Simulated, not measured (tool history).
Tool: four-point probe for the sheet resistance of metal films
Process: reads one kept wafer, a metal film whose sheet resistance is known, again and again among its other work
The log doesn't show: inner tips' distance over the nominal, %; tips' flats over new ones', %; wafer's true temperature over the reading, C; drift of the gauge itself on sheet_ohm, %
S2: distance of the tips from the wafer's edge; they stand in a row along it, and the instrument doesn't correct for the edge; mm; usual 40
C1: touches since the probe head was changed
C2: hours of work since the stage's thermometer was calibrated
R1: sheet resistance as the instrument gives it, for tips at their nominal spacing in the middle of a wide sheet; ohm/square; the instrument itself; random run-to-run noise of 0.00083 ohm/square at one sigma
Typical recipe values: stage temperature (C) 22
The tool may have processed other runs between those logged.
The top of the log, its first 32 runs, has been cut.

run 33 hour=1324.0 | stage_temperature_(C)=29 S2=54 | C1=79819 C2=1536 | R1=4.163618
run 34 hour=1365.5 | stage_temperature_(C)=29 S2=54 | C1=81475 C2=1565 | R1=4.163258
run 35 hour=1392.6 | stage_temperature_(C)=19 S2=7 | C1=82554 C2=1584 | R1=4.153142
run 36 hour=1426.6 | stage_temperature_(C)=19 S2=7 | C1=83908 C2=1608 | R1=4.152566
run 37 hour=1460.2 | stage_temperature_(C)=31 S2=16 | C1=85249 C2=1631 | R1=4.170517
run 38 hour=1493.3 | stage_temperature_(C)=27 S2=62 | C1=86566 C2=1655 | R1=4.159008
-- hour=1519.6 new probe head fitted
run 39 hour=1530.4 | stage_temperature_(C)=26 S2=18 | C1=433 C2=1680 | R1=4.144599
run 40 hour=1555.0 | stage_temperature_(C)=32 S2=16 | C1=1412 C2=1697 | R1=4.157367
run 41 hour=1589.6 | stage_temperature_(C)=21 S2=29 | C1=2792 C2=1721 | R1=4.132751
run 42 hour=1622.9 | stage_temperature_(C)=21 S2=29 | C1=4117 C2=1745 | R1=4.131564
run 43 hour=1665.5 | stage_temperature_(C)=21 S2=29 | C1=5816 C2=1774 | R1=4.133412
run 44 hour=1696.1 | stage_temperature_(C)=24 S2=67 | C1=7034 C2=1796 | R1=4.139493

Consider 4 possible next runs. They are alternatives, not a sequence: every one starts from the tool as it was left by run 44. What does each give?
run A hour=1730.9 | stage_temperature_(C)=20 S2=14 | C1=8424 C2=1820 | R1=?
run B hour=1730.9 | stage_temperature_(C)=19 S2=23 | C1=8424 C2=1820 | R1=?
run C hour=1730.9 | stage_temperature_(C)=22 S2=41 | C1=8424 C2=1820 | R1=?
run D hour=1730.9 | stage_temperature_(C)=22 S2=9 | C1=8424 C2=1820 | R1=?

run=A R1=4.133153
run=B R1=4.131284
run=C R1=4.136234
run=D R1=4.142792
Without the tool's hidden state the same runs would have given:
run=A R1=4.127666
run=B R1=4.125821
run=C R1=4.130699
run=D R1=4.137250
